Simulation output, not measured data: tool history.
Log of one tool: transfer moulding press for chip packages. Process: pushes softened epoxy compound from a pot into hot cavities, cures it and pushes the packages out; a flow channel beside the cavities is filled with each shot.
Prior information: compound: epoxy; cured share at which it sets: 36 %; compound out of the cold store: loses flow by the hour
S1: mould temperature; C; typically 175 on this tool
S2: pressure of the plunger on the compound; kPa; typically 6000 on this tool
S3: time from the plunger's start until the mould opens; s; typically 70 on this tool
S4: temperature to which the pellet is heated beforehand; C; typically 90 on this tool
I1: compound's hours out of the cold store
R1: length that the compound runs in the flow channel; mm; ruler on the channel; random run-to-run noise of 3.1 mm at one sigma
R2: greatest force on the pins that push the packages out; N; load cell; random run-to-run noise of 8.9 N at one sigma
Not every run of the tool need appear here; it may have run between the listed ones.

run	hour	S1	S2	S3	S4	I1	R1	R2
1	0	175	6000	70	90	17.6	994	558
# hour 12.7: cavities cleaned with cleaning compound and waxed
# hour 49.6: cavities cleaned with cleaning compound and waxed
2	62.7	175	6000	70	90	32.6	931	507
# hour 87.1: cavities cleaned with cleaning compound and waxed
# hour 107.3: plunger's sealing rings changed
# hour 123.3: cavities cleaned with cleaning compound and waxed
# hour 156.8: cavities cleaned with cleaning compound and waxed
3	164.3	175	6000	70	90	32.7	946	445
# hour 187.1: cavities cleaned with cleaning compound and waxed, once more
# hour 224.6: cavities cleaned with cleaning compound and waxed
4	242.7	175	6000	70	90	15.4	998	497
# hour 258.9: cavities cleaned with cleaning compound and waxed
# hour 294.3: cavities cleaned with cleaning compound and waxed
5	304.5	175	6000	70	90	39.3	907	463
# hour 323: plunger's sealing rings changed
# hour 332.2: cavities cleaned with cleaning compound and waxed
6	356	175	6000	70	90	14	1013	551
# hour 364.7: cavities cleaned with cleaning compound and waxed
# hour 400.8: cavities cleaned with cleaning compound and waxed
# hour 440.1: cavities cleaned with cleaning compound and waxed
7	444.3	175	6000	70	90	23.9	965	406
# hour 475: cavities cleaned with cleaning compound and waxed
8	488.6	175	6000	70	90	35.2	921	493
# hour 507.9: cavities cleaned with cleaning compound and waxed
# hour 536.4: plunger's sealing rings changed
# hour 544.3: cavities cleaned with cleaning compound and waxed
# hour 583.1: cavities cleaned with cleaning compound and waxed
9	593	175	6000	70	90	12.7	1014	463
# hour 618.3: cavities cleaned with cleaning compound and waxed
10	643.6	175	6000	70	90	8.2	1022	541
# hour 651.5: cavities cleaned with cleaning compound and waxed
# hour 688.8: cavities cleaned with cleaning compound and waxed
# hour 725.4: cavities cleaned with cleaning compound and waxed
11	742.5	175	6000	70	90	21.2	960	528
# hour 751.5: plunger's sealing rings changed
# hour 760.3: cavities cleaned with cleaning compound and waxed
# hour 797.3: cavities cleaned with cleaning compound and waxed
# hour 806.9: mould's thermocouples calibrated
# hour 832.1: cavities cleaned with cleaning compound and waxed
12	834.3	175	5260	56	90	13.6	950	678
# hour 865.3: cavities cleaned with cleaning compound and waxed
13	895.6	175	5260	56	90	24.3	905	940
# hour 903.2: cavities cleaned with cleaning compound and waxed
# hour 941.1: cavities cleaned with cleaning compound and waxed
14	949.3	175	5260	56	90	18.9	917	747
# hour 966.7: plunger's sealing rings changed
# hour 980.2: cavities cleaned with cleaning compound and waxed
# hour 1014.7: cavities cleaned with cleaning compound and waxed
# hour 1049.7: cavities cleaned with cleaning compound and waxed
15	1049.7	175	5260	56	90	45.1	852	578
# hour 1081.7: cavities cleaned with cleaning compound and waxed
# hour 1118.8: cavities cleaned with cleaning compound and waxed
16	1124.3	176	5160	56	90	32.9	864	633
# hour 1158: cavities cleaned with cleaning compound and waxed
# hour 1180.8: plunger's sealing rings changed
17	1186.6	175	6000	67	90	20.1	1002	641
# hour 1194.8: cavities cleaned with cleaning compound and waxed
# hour 1233.2: cavities cleaned with cleaning compound and waxed
# hour 1266.1: cavities cleaned with cleaning compound and waxed
18	1266.1	180	7450	55	90	9.3	1124	482
# hour 1302.9: cavities cleaned with cleaning compound and waxed
# hour 1337.4: cavities cleaned with cleaning compound and waxed
19	1337.4	180	6020	84	90	28.5	938	345
# hour 1372: cavities cleaned with cleaning compound and waxed
# hour 1397.3: plunger's sealing rings changed
# hour 1409: cavities cleaned with cleaning compound and waxed
20	1437.3	175	6000	70	99	31.9	953	592
# hour 1443.4: cavities cleaned with cleaning compound and waxed
# hour 1478.9: cavities cleaned with cleaning compound and waxed
# hour 1512.6: cavities cleaned with cleaning compound and waxed
21	1518.5	173	6180	57	81	46.7	913	678
# hour 1545.9: cavities cleaned with cleaning compound and waxed
22	1569.3	173	6180	57	81	37.5	934	887

Some steps in R1, run to run, broken into two amounts with sign: the step expected even without the hidden condition (settings, incoming material, random variation), and the rest, left for the hidden condition together with whatever gauge scatter is not in both the measured and the hidden-condition-free result:
The hidden state here: true mould temperature over the reading, C; pressure that reaches the compound, % of what is set; grip of the stained cavities, % over clean ones'; drift of the gauge itself on flow_mm, %; drift of the gauge itself on push_out_n, %.
Run 5 -> 6: plunger's sealing rings changed, cavities cleaned with cleaning compound and waxed. R1 +106 mm: hidden state +25, all else +81.
Run 11 -> 12: S2 6000 -> 5260, S3 70 -> 56, plunger's sealing rings changed, cavities cleaned with cleaning compound and waxed, cavities cleaned with cleaning compound and waxed, mould's thermocouples calibrated, cavities cleaned with cleaning compound and waxed. R1 -10 mm: hidden state +28, all else -38.
Run 16 -> 17: S1 176 -> 175, S2 5160 -> 6000, S3 56 -> 67, cavities cleaned with cleaning compound and waxed, plunger's sealing rings changed. R1 +138 mm: hidden state +19, all else +119.
Run 18 -> 19: S2 7450 -> 6020, S3 55 -> 84, cavities cleaned with cleaning compound and waxed, cavities cleaned with cleaning compound and waxed. R1 -186 mm: hidden state -8, all else -178.
